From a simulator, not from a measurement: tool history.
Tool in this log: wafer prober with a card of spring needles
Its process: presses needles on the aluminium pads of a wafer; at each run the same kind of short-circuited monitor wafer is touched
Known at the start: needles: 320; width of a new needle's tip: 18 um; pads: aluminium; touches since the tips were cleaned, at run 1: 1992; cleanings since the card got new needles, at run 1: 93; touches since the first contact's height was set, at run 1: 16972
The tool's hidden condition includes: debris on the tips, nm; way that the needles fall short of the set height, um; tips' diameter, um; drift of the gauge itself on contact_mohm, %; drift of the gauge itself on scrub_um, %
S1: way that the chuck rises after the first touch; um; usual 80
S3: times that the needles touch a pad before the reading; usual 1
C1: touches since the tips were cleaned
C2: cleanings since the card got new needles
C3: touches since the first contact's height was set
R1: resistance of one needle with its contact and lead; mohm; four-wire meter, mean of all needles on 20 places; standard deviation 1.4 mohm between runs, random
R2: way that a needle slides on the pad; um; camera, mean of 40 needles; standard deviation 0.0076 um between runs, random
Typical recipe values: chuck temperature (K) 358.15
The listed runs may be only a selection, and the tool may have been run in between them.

Run 1, day 0: usual settings; C1 1992; C2 93; C3 16972. Result: R1 164 mohm, R2 12.655 um.
At day 0.383: tips cleaned on abrasive film.
At day 1.017: tips cleaned on abrasive film.
At day 1.662: tips cleaned on abrasive film.
Run 2, day 2.238: usual settings; C1 4954; C2 96; C3 36228. Result: R1 187 mohm, R2 12.615 um.
At day 2.383: tips cleaned on abrasive film.
At day 3.05: tips cleaned on abrasive film.
Run 3, day 3.371: usual settings; C1 2800; C2 98; C3 45987. Result: R1 174 mohm, R2 12.589 um.
At day 3.646: tips cleaned on abrasive film.
At day 4.308: tips cleaned on abrasive film.
Run 4, day 4.683: usual settings; C1 3250; C2 100; C3 57272. Result: R1 174 mohm, R2 12.562 um.
At day 4.975: tips cleaned on abrasive film.
At day 5.638: tips cleaned on abrasive film.
At day 5.792: height of the first contact set anew.
Run 5, day 6.054: usual settings but chuck temperature (K) 325.15; C1 3473; C2 102; C3 2266. Result: R1 178 mohm, R2 12.475 um.
At day 6.325: tips cleaned on abrasive film.
At day 6.908: tips cleaned on abrasive film.
Run 6, day 7.004: usual settings; C1 808; C2 104; C3 10423. Result: R1 146 mohm, R2 12.412 um.
At day 7.596: tips cleaned on abrasive film.
Run 7, day 8.083: usual settings; C1 4239; C2 105; C3 19759. Result: R1 188 mohm, R2 12.4 um.
At day 8.204: tips cleaned on abrasive film.
At day 8.875: tips cleaned on abrasive film.
At day 9.225: height of the first contact set anew, once more.
Run 8, day 9.225: usual settings; C1 2947; C2 107; C3 0. Result: R1 170 mohm, R2 12.672 um.
At day 9.479: tips cleaned on abrasive film.
At day 10.058: tips cleaned on abrasive film.
At day 10.679: tips cleaned on abrasive film.
Run 9, day 10.958: usual settings but S3 3; C1 2412; C2 110; C3 14883. Result: R1 142 mohm, R2 12.639 um.
At day 11.354: tips cleaned on abrasive film.
At day 12.042: tips cleaned on abrasive film.
At day 12.621: tips cleaned on abrasive film.
Run 10, day 12.7: usual settings; C1 673; C2 113; C3 29862. Result: R1 142 mohm, R2 12.588 um.
At day 13.279: tips cleaned on abrasive film.
At day 13.958: tips cleaned on abrasive film.
Run 11, day 14.071: usual settings; C1 975; C2 115; C3 41647. Result: R1 147 mohm, R2 12.58 um.
At day 14.646: tips cleaned on abrasive film.
At day 15.292: tips cleaned on abrasive film.
Run 12, day 15.304: usual settings; C1 113; C2 117; C3 52257. Result: R1 137 mohm, R2 12.527 um.
At day 16: tips cleaned on abrasive film.
At day 16.704: tips cleaned on abrasive film.
At day 16.979: height of the first contact set anew.
At day 17.379: tips cleaned on abrasive film.
Run 13, day 17.379: usual settings; C1 0; C2 120; C3 3432. Result: R1 134 mohm, R2 12.674 um.
At day 18.021: tips cleaned on abrasive film.
At day 18.692: tips cleaned on abrasive film.
At day 19.329: tips cleaned on abrasive film.
Run 14, day 19.479: usual settings but S3 2; C1 1308; C2 123; C3 21517. Result: R1 147 mohm, R2 12.615 um.
At day 20.038: tips cleaned on abrasive film.
At day 20.617: tips cleaned on abrasive film.
Run 15, day 20.675: usual settings but S3 2; C1 507; C2 125; C3 31805. Result: R1 136 mohm, R2 12.597 um.
At day 21.329: tips cleaned on abrasive film.
At day 22.012: tips cleaned on abrasive film.
Run 16, day 22.154: usual settings but chuck temperature (K) 349.15, S3 2; C1 1232; C2 127; C3 44542. Result: R1 140 mohm, R2 12.579 um.
At day 22.604: tips cleaned on abrasive film.
At day 23.329: tips cleaned on abrasive film.
At day 24.008: tips cleaned on abrasive film.
Run 17, day 24.229: usual settings but chuck temperature (K) 323.15; C1 1906; C2 130; C3 62409. Result: R1 165 mohm, R2 12.52 um.
At day 24.642: tips cleaned on abrasive film.
At day 24.75: height of the first contact set anew.
At day 25.308: tips cleaned on abrasive film.
At day 25.95: tips cleaned on abrasive film.
Run 18, day 26.079: usual settings but chuck temperature (K) 323.15; C1 1091; C2 133; C3 11417. Result: R1 146 mohm, R2 12.655 um.
At day 26.658: tips cleaned on abrasive film.
At day 27.358: tips cleaned on abrasive film.
Run 19, day 27.846: usual settings but chuck temperature (K) 323.15; C1 4228; C2 135; C3 26649. Result: R1 183 mohm, R2 12.63 um.
At day 27.996: tips cleaned on abrasive film.
At day 28.696: tips cleaned on abrasive film.
At day 29.329: tips cleaned on abrasive film.
Run 20, day 29.588: usual settings but S1 65 um, chuck temperature (K) 304.15; C1 2249; C2 138; C3 41638. Result: R1 195 mohm, R2 10.209 um.
At day 29.946: tips cleaned on abrasive film.
At day 30.525: tips cleaned on abrasive film.
Run 21, day 30.525: usual settings but S1 81 um, chuck temperature (K) 356.15; C1 0; C2 140; C3 49691. Result: R1 136 mohm, R2 12.718 um.
At day 31.204: tips cleaned on abrasive film.
At day 31.854: tips cleaned on abrasive film.
Run 22, day 32.121: usual settings but S1 100 um, chuck temperature (K) 313.15; C1 2299; C2 142; C3 63435. Result: R1 153 mohm, R2 15.718 um.
At day 32.521: tips cleaned on abrasive film.
At day 32.533: height of the first contact set anew.
At day 33.192: tips cleaned on abrasive film.
Run 23, day 33.65: usual settings but S1 86 um, chuck temperature (K) 305.15, S3 2; C1 3954; C2 144; C3 9627. Result: R1 152 mohm, R2 13.627 um.
At day 33.8: tips cleaned on abrasive film.
At day 34.512: tips cleaned on abrasive film.
Run 24, day 34.983: usual settings but S1 86 um, chuck temperature (K) 305.15, S3 2; C1 4080; C2 146; C3 21094. Result: R1 153 mohm, R2 13.596 um.
At day 35.129: tips cleaned on abrasive film.
At day 35.8: tips cleaned on abrasive film.
At day 36.442: tips cleaned on abrasive film.
Run 25, day 36.8: usual settings but S1 86 um, chuck temperature (K) 378.15, S3 2; C1 3093; C2 149; C3 36711. Result: R1 156 mohm, R2 13.548 um.
At day 37.067: tips cleaned on abrasive film.
At day 37.788: tips cleaned on abrasive film.
At day 38.467: tips cleaned on abrasive film.
Run 26, day 38.571: usual settings but S1 62 um, chuck temperature (K) 370.15, S3 2; C1 906; C2 152; C3 51947. Result: R1 154 mohm, R2 9.712 um.
At day 39.117: tips cleaned on abrasive film.
At day 39.812: tips cleaned on abrasive film.
Run 27, day 39.967: usual settings but S1 62 um, chuck temperature (K) 370.15, S3 2; C1 1355; C2 154; C3 63969. Result: R1 165 mohm, R2 9.676 um.
At day 40.312: height of the first contact set anew.
At day 40.462: tips cleaned on abrasive film.
At day 41.071: tips cleaned on abrasive film.
Run 28, day 41.096: usual settings but S1 83 um, chuck temperature (K) 328.15; C1 210; C2 156; C3 6695. Result: R1 130 mohm, R2 13.128 um.

3 ways to go on from here, each from the tool as it stands after run 28. What would each give?
At day 41.675: tips cleaned on abrasive film.
At day 42.288: tips cleaned on abrasive film.
Run A, day 42.288: usual settings but S1 64 um, chuck temperature (K) 328.15; C1 0; C2 158; C3 16970. Result: R1 ?, R2 ?.
At day 41.675: tips cleaned on abrasive film.
At day 42.288: tips cleaned on abrasive film.
Run B, day 42.288: usual settings but S1 83 um, chuck temperature (K) 328.15; C1 0; C2 158; C3 16970. Result: R1 ?, R2 ?.
At day 41.675: tips cleaned on abrasive film.
At day 42.288: tips cleaned on abrasive film.
Run C, day 42.288: usual settings but S1 79 um; C1 0; C2 158; C3 16970. Result: R1 ?, R2 ?.

run   R1      R2
  A  132  10.099
  B  126  13.103
  C  130  12.483
Had the tool no hidden state, the same runs would have come out as:
run   R1      R2
  A  124  10.147
  B  121  13.151
  C  125  12.531
